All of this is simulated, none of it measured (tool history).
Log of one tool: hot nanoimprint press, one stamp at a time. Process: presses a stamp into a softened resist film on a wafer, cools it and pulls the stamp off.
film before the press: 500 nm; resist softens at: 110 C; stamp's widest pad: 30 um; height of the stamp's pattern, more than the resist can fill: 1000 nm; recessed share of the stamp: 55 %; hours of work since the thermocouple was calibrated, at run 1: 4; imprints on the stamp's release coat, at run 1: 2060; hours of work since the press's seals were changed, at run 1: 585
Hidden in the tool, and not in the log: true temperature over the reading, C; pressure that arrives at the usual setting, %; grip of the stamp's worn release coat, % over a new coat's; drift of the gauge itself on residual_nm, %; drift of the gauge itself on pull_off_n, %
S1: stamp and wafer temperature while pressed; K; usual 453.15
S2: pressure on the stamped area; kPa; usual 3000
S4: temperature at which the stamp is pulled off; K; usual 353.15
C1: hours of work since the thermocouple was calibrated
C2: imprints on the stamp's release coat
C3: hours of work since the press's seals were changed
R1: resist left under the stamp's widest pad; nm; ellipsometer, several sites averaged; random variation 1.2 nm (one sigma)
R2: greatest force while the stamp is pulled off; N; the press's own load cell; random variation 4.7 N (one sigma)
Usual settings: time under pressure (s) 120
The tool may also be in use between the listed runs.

{"run": 1, "hour": 0.0, "S1": 453.15, "S2": 3000, "time under pressure (s)": 120, "S4": 353.15, "C1": 4, "C2": 2060, "C3": 585, "R1": 226, "R2": 225}
{"hour": 24.1, "done": "stamp cleaned and given a new release coat"}
{"run": 2, "hour": 45.4, "S1": 453.15, "S2": 3000, "time under pressure (s)": 120, "S4": 353.15, "C1": 28, "C2": 103, "C3": 609, "R1": 227.4, "R2": 229}
{"run": 3, "hour": 80.7, "S1": 453.15, "S2": 3000, "time under pressure (s)": 120, "S4": 353.15, "C1": 50, "C2": 275, "C3": 631, "R1": 226, "R2": 232}
{"run": 4, "hour": 133.4, "S1": 453.15, "S2": 3000, "time under pressure (s)": 120, "S4": 353.15, "C1": 82, "C2": 531, "C3": 663, "R1": 227.9, "R2": 231}
{"run": 5, "hour": 179.2, "S1": 453.15, "S2": 3000, "time under pressure (s)": 120, "S4": 353.15, "C1": 110, "C2": 754, "C3": 692, "R1": 226.2, "R2": 214}
{"run": 6, "hour": 226.6, "S1": 453.15, "S2": 3000, "time under pressure (s)": 120, "S4": 353.15, "C1": 139, "C2": 985, "C3": 721, "R1": 225.5, "R2": 235}
{"run": 7, "hour": 253.9, "S1": 453.15, "S2": 3000, "time under pressure (s)": 120, "S4": 353.15, "C1": 156, "C2": 1118, "C3": 738, "R1": 224.7, "R2": 229}
{"run": 8, "hour": 284.9, "S1": 453.15, "S2": 3000, "time under pressure (s)": 120, "S4": 353.15, "C1": 175, "C2": 1269, "C3": 757, "R1": 222.8, "R2": 229}
{"run": 9, "hour": 315.3, "S1": 453.15, "S2": 3000, "time under pressure (s)": 120, "S4": 353.15, "C1": 194, "C2": 1417, "C3": 775, "R1": 222.9, "R2": 230}
{"run": 10, "hour": 352.6, "S1": 453.15, "S2": 3000, "time under pressure (s)": 120, "S4": 353.15, "C1": 217, "C2": 1598, "C3": 798, "R1": 221.6, "R2": 236}
{"run": 11, "hour": 390.0, "S1": 453.15, "S2": 3000, "time under pressure (s)": 120, "S4": 353.15, "C1": 240, "C2": 1780, "C3": 821, "R1": 222.7, "R2": 233}
{"run": 12, "hour": 416.6, "S1": 453.15, "S2": 2900, "time under pressure (s)": 120, "S4": 353.15, "C1": 256, "C2": 1909, "C3": 838, "R1": 227.4, "R2": 235}
{"run": 13, "hour": 445.1, "S1": 453.15, "S2": 2900, "time under pressure (s)": 120, "S4": 353.15, "C1": 274, "C2": 2048, "C3": 855, "R1": 224.7, "R2": 236}
{"hour": 470.5, "done": "stamp cleaned and given a new release coat"}
{"run": 14, "hour": 492.7, "S1": 453.15, "S2": 3000, "time under pressure (s)": 120, "S4": 353.15, "C1": 299, "C2": 109, "C3": 881, "R1": 222.5, "R2": 227}
{"run": 15, "hour": 522.1, "S1": 453.15, "S2": 3000, "time under pressure (s)": 120, "S4": 353.15, "C1": 318, "C2": 252, "C3": 899, "R1": 223.2, "R2": 226}
{"hour": 554.5, "done": "plate thermocouple calibrated"}
{"run": 16, "hour": 556.8, "S1": 453.15, "S2": 3000, "time under pressure (s)": 120, "S4": 353.15, "C1": 1, "C2": 406, "C3": 918, "R1": 223, "R2": 228}
{"run": 17, "hour": 588.0, "S1": 453.15, "S2": 2880, "time under pressure (s)": 73, "S4": 356.15, "C1": 21, "C2": 558, "C3": 938, "R1": 269.3, "R2": 223}
{"run": 18, "hour": 618.2, "S1": 453.15, "S2": 3000, "time under pressure (s)": 194, "S4": 353.15, "C1": 39, "C2": 704, "C3": 956, "R1": 186.4, "R2": 227}
{"run": 19, "hour": 646.9, "S1": 453.15, "S2": 4680, "time under pressure (s)": 216, "S4": 353.15, "C1": 57, "C2": 844, "C3": 974, "R1": 139.8, "R2": 238}
{"hour": 673.3, "done": "gauge calibrated"}
{"run": 20, "hour": 701.0, "S1": 453.15, "S2": 4680, "time under pressure (s)": 216, "S4": 353.15, "C1": 90, "C2": 1107, "C3": 1007, "R1": 142.8, "R2": 223}
{"run": 21, "hour": 729.6, "S1": 453.15, "S2": 3600, "time under pressure (s)": 209, "S4": 353.15, "C1": 108, "C2": 1246, "C3": 1025, "R1": 168.6, "R2": 226}
{"run": 22, "hour": 780.5, "S1": 453.15, "S2": 3600, "time under pressure (s)": 209, "S4": 353.15, "C1": 139, "C2": 1494, "C3": 1056, "R1": 166.1, "R2": 233}
{"run": 23, "hour": 821.4, "S1": 453.15, "S2": 3600, "time under pressure (s)": 209, "S4": 353.15, "C1": 164, "C2": 1693, "C3": 1081, "R1": 166.2, "R2": 231}
{"run": 24, "hour": 865.8, "S1": 465.15, "S2": 2170, "time under pressure (s)": 120, "S4": 356.15, "C1": 192, "C2": 1909, "C3": 1109, "R1": 157.9, "R2": 220}
{"run": 25, "hour": 893.5, "S1": 455.15, "S2": 2130, "time under pressure (s)": 119, "S4": 343.15, "C1": 209, "C2": 2044, "C3": 1126, "R1": 242.2, "R2": 277}
{"hour": 920.6, "done": "stamp cleaned and given a new release coat"}
{"run": 26, "hour": 940.1, "S1": 451.15, "S2": 2730, "time under pressure (s)": 120, "S4": 344.15, "C1": 234, "C2": 95, "C3": 1151, "R1": 259.3, "R2": 271}
{"run": 27, "hour": 966.0, "S1": 459.15, "S2": 2730, "time under pressure (s)": 120, "S4": 338.15, "C1": 249, "C2": 221, "C3": 1167, "R1": 180.5, "R2": 285}
{"run": 28, "hour": 1009.9, "S1": 453.15, "S2": 3000, "time under pressure (s)": 154, "S4": 346.15, "C1": 276, "C2": 434, "C3": 1194, "R1": 205.5, "R2": 260}
{"hour": 1043.6, "done": "press's hydraulic seals changed and the load cell set to zero"}
{"run": 29, "hour": 1070.2, "S1": 453.15, "S2": 3000, "time under pressure (s)": 154, "S4": 346.15, "C1": 309, "C2": 689, "C3": 16, "R1": 205.1, "R2": 263}

3 ways to go on from here, each from the tool as it stands after run 29. What would each give?
{"run": "A", "hour": 1094.6, "S1": 453.15, "S2": 3000, "time under pressure (s)": 99, "S4": 343.15, "C1": 324, "C2": 808, "C3": 31, "R1": "?", "R2": "?"}
{"run": "B", "hour": 1094.6, "S1": 460.15, "S2": 3000, "time under pressure (s)": 178, "S4": 345.15, "C1": 324, "C2": 808, "C3": 31, "R1": "?", "R2": "?"}
{"run": "C", "hour": 1094.6, "S1": 443.15, "S2": 2340, "time under pressure (s)": 120, "S4": 350.15, "C1": 324, "C2": 808, "C3": 31, "R1": "?", "R2": "?"}

run=A R1=239.1 R2=266
run=B R1=139.4 R2=264
run=C R1=362.8 R2=235
Without the tool's hidden state the same runs would have given:
run=A R1=243.1 R2=265
run=B R1=141.7 R2=262
run=C R1=369 R2=233
